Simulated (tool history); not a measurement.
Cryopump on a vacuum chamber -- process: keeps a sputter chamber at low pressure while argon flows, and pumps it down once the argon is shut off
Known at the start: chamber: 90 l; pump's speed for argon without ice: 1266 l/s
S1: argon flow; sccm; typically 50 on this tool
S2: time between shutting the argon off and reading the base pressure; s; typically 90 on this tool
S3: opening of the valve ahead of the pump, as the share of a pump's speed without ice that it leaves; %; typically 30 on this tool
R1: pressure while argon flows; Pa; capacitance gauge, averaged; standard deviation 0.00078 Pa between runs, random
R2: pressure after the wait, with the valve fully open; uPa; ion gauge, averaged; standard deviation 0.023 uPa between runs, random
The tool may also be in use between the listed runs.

run 1 hour=0.0 | S1=50 S2=90 S3=30 | R1=0.2276 R2=3.70
run 2 hour=17.2 | S1=50 S2=90 S3=30 | R1=0.2254 R2=3.74
run 3 hour=48.8 | S1=50 S2=72 S3=30 | R1=0.2280 R2=4.00
run 4 hour=78.9 | S1=50 S2=90 S3=16 | R1=0.4239 R2=3.79
run 5 hour=103.5 | S1=50 S2=90 S3=16 | R1=0.4211 R2=3.94
run 6 hour=134.7 | S1=50 S2=90 S3=16 | R1=0.4213 R2=3.80
run 7 hour=164.6 | S1=50 S2=25 S3=30 | R1=0.2267 R2=5.57
run 8 hour=185.7 | S1=50 S2=25 S3=30 | R1=0.2285 R2=5.55
run 9 hour=206.1 | S1=27 S2=25 S3=30 | R1=0.1231 R2=5.65
run 10 hour=243.9 | S1=27 S2=25 S3=30 | R1=0.1225 R2=5.57
run 11 hour=263.9 | S1=50 S2=90 S3=30 | R1=0.2280 R2=4.12
run 12 hour=294.1 | S1=50 S2=90 S3=30 | R1=0.2285 R2=4.09
run 13 hour=310.0 | S1=50 S2=90 S3=30 | R1=0.2286 R2=4.05
-- hour=350.8 leaking fittings of the chamber tightened, without venting
run 14 hour=351.6 | S1=50 S2=90 S3=30 | R1=0.2276 R2=0.88
run 15 hour=381.1 | S1=50 S2=90 S3=43 | R1=0.1612 R2=0.93
run 16 hour=413.9 | S1=50 S2=90 S3=43 | R1=0.1618 R2=0.99
run 17 hour=447.3 | S1=50 S2=90 S3=43 | R1=0.1619 R2=0.95
run 18 hour=466.8 | S1=50 S2=90 S3=43 | R1=0.1615 R2=1.00
run 19 hour=504.8 | S1=58 S2=106 S3=53 | R1=0.1539 R2=0.94
run 20 hour=524.4 | S1=32 S2=152 S3=30 | R1=0.1468 R2=0.84
run 21 hour=562.0 | S1=23 S2=42 S3=30 | R1=0.1060 R2=1.76
run 22 hour=582.0 | S1=43 S2=42 S3=34 | R1=0.1753 R2=1.83
run 23 hour=616.0 | S1=53 S2=90 S3=30 | R1=0.2444 R2=1.17
run 24 hour=641.6 | S1=53 S2=90 S3=30 | R1=0.2448 R2=1.14
run 25 hour=676.5 | S1=53 S2=90 S3=30 | R1=0.2449 R2=1.25
run 26 hour=698.2 | S1=53 S2=90 S3=30 | R1=0.2454 R2=1.27
run 27 hour=721.0 | S1=53 S2=32 S3=23 | R1=0.3153 R2=2.32
run 28 hour=756.0 | S1=53 S2=32 S3=23 | R1=0.3162 R2=2.38
run 29 hour=792.6 | S1=53 S2=45 S3=23 | R1=0.3174 R2=1.92
run 30 hour=823.7 | S1=53 S2=43 S3=58 | R1=0.1307 R2=2.01
run 31 hour=856.7 | S1=45 S2=99 S3=32 | R1=0.1955 R2=1.38
run 32 hour=875.3 | S1=99 S2=229 S3=46 | R1=0.3056 R2=1.08
run 33 hour=911.8 | S1=30 S2=22 S3=27 | R1=0.1544 R2=3.33

Measured result minus the same run's result without the hidden state. Both carry the same run-to-run variation, though not necessarily the same gauge scatter:
What the log doesn't record here: pump's speed, % of a pump's without ice; cold plate's temperature, K; leak into the chamber, uPa l/s; drift of the gauge itself on working_pa, %; drift of the gauge itself on base_upa, %.
run=1 R1=+0.0043 R2=+2.89
run=2 R1=+0.0043 R2=+2.92
run=3 R1=+0.0045 R2=+3.00
run=4 R1=+0.0047 R2=+2.99
run=5 R1=+0.0048 R2=+3.10
run=6 R1=+0.0049 R2=+3.04
run=7 R1=+0.0051 R2=+3.21
run=8 R1=+0.0052 R2=+3.18
run=9 R1=+0.0029 R2=+3.27
run=10 R1=+0.0030 R2=+3.24
run=11 R1=+0.0057 R2=+3.32
run=12 R1=+0.0059 R2=+3.27
run=13 R1=+0.0060 R2=+3.26
run=14 R1=+0.0062 R2=+0.06
run=15 R1=+0.0064 R2=+0.09
run=16 R1=+0.0066 R2=+0.13
run=17 R1=+0.0067 R2=+0.16
run=18 R1=+0.0069 R2=+0.19
run=19 R1=+0.0083 R2=+0.23
run=20 R1=+0.0047 R2=+0.25
run=21 R1=+0.0035 R2=+0.29
run=22 R1=+0.0065 R2=+0.32
run=23 R1=+0.0082 R2=+0.35
run=24 R1=+0.0084 R2=+0.37
run=25 R1=+0.0086 R2=+0.42
run=26 R1=+0.0087 R2=+0.44
run=27 R1=+0.0088 R2=+0.46
run=28 R1=+0.0091 R2=+0.50
run=29 R1=+0.0093 R2=+0.54
run=30 R1=+0.0096 R2=+0.58
run=31 R1=+0.0083 R2=+0.62
run=32 R1=+0.0185 R2=+0.63
run=33 R1=+0.0058 R2=+0.68

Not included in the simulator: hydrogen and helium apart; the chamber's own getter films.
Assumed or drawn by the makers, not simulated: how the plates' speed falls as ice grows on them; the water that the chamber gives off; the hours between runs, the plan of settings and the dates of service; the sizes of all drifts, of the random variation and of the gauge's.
